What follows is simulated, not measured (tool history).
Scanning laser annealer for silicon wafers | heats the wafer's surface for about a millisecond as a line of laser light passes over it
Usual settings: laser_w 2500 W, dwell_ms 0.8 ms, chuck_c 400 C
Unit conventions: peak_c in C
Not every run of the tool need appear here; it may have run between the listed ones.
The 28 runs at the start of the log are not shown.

run 29 hour=1598.2 | laser_w=2635 dwell_ms=0.891 chuck_c=400 | peak_c=1182
run 30 hour=1638.5 | laser_w=2635 dwell_ms=0.891 chuck_c=400 | peak_c=1177
run 31 hour=1695.7 | laser_w=2363 dwell_ms=0.8 chuck_c=435 | peak_c=1095
run 32 hour=1771.7 | laser_w=2715 dwell_ms=0.655 chuck_c=434 | peak_c=1129
run 33 hour=1817.4 | laser_w=2715 dwell_ms=0.655 chuck_c=434 | peak_c=1130
run 34 hour=1860.7 | laser_w=2715 dwell_ms=0.655 chuck_c=434 | peak_c=1132
run 35 hour=1936.3 | laser_w=2665 dwell_ms=0.8 chuck_c=431 | peak_c=1181
run 36 hour=2005.3 | laser_w=2665 dwell_ms=0.8 chuck_c=431 | peak_c=1179
run 37 hour=2057.3 | laser_w=2500 dwell_ms=0.8 chuck_c=379 | peak_c=1077
run 38 hour=2128.5 | laser_w=2498 dwell_ms=0.8 chuck_c=400 | peak_c=1103
run 39 hour=2166.9 | laser_w=2703 dwell_ms=0.577 chuck_c=433 | peak_c=1081
-- hour=2188.7 window over the wafer cleaned
run 40 hour=2225.1 | laser_w=2677 dwell_ms=0.577 chuck_c=403 | peak_c=1047

4 ways to go on from here, each from the tool as it stands after run 40. What would each give?
run A hour=2285.3 | laser_w=2677 dwell_ms=0.577 chuck_c=406 | peak_c=?
run B hour=2285.3 | laser_w=2677 dwell_ms=0.932 chuck_c=403 | peak_c=?
run C hour=2285.3 | laser_w=2554 dwell_ms=0.906 chuck_c=379 | peak_c=?
run D hour=2285.3 | laser_w=2677 dwell_ms=0.995 chuck_c=375 | peak_c=?

run=A peak_c=1048
run=B peak_c=1213
run=C peak_c=1140
run=D peak_c=1209
The same runs, with their run-to-run variation unchanged, on a tool lacking any hidden condition would have given:
run=A peak_c=1049
run=B peak_c=1214
run=C peak_c=1141
run=D peak_c=1210

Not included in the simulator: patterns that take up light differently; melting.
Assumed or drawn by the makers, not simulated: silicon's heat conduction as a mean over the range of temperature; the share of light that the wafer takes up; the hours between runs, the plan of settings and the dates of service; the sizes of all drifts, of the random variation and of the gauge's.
